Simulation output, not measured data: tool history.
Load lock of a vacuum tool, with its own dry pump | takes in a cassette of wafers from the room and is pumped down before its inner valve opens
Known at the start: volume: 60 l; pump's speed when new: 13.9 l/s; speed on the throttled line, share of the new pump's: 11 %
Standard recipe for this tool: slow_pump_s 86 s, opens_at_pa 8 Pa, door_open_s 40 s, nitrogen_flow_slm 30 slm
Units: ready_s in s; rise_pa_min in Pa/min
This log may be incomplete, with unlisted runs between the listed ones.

run	hour	slow_pump_s	opens_at_pa	door_open_s	nitrogen_flow_slm	incoming humidity of the room's air, %	ready_s	rise_pa_min
1	0.0	86	8	40	30	42.4	118.8	0.206
2	229.2	86	8	40	30	43.2	118.5	0.217
3	476.3	86	8	40	30	44.2	118.7	0.221
4	687.2	86	8	40	30	46.7	118.9	0.238
5	1034.9	86	8	40	30	40.8	118.9	0.248
6	1283.4	86	10	40	30	42.6	118.2	0.258
7	1505.9	160	14	40	30	45.6	182.5	0.266
8	1718.9	160	13	35	30	46.2	182.7	0.277
9	1951.8	160	13	35	30	46.0	182.6	0.289
10	2278.0	86	12	40	5	45.4	117.3	0.319

5 ways to go on from here, each from the tool as it stands after run 10. What would each give?
A	2458.2	49	10	40	44	46.9	?	?
B	2458.2	67	12	40	5	46.9	?	?
C	2458.2	167	7	40	5	47.6	?	?
D	2458.2	46	12	114	5	45.0	?	?
E	2458.2	78	6	40	25	41.9	?	?

run	ready_s	rise_pa_min
A	86.3	0.303
B	100.7	0.328
C	190.9	0.321
D	81.9	0.346
E	114.7	0.303
Without the tool's unlogged condition, the same runs would have read:
run	ready_s	rise_pa_min
A	83.7	0.011
B	98.3	0.030
C	189.2	0.031
D	79.3	0.053
E	112.1	0.011
